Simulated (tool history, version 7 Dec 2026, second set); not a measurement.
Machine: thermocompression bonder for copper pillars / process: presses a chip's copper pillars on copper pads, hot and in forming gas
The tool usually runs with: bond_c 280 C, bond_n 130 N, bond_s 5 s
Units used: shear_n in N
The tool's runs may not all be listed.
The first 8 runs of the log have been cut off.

run	hour	bond_c	bond_n	bond_s	shear_n
9	277.4	280	130	9	65.9
# hour 282.4: heater calibrated with a thermocouple chip
10	306	280	130	9	65.9
# hour 325.2: forming gas filter changed
11	332	280	130	9	73
12	366	280	130	9	72.3
13	420.3	280	130	9	69.9
14	468.4	260	130	5	51.4
15	497.9	280	130	3	53.3
# hour 546.5: heater calibrated with a thermocouple chip, once more
16	549.2	304	130	15	79.2
17	598.6	280	183	11	74.9
18	628.1	280	183	11	75
19	661.7	292	130	11	69
# hour 668.5: forming gas filter changed
20	691.1	280	130	10	71.2
21	728.5	280	141	3	53.6
22	766	280	141	3	53.6
23	797	280	141	3	53
24	821.6	273	141	11	69.3
25	868.5	273	141	11	68.4
26	922	253	169	5	52.7
27	972.7	291	140	3	54.6

The next listed run, before its measurement:
# hour 1008.5: forming gas filter changed
28	1009.1	303	186	5	?

{"run 28": {"shear_n": 80.6}}
Take away the tool's hidden state, keep the run-to-run variation as it was, and the same run would have given shear_n 81.3 N.
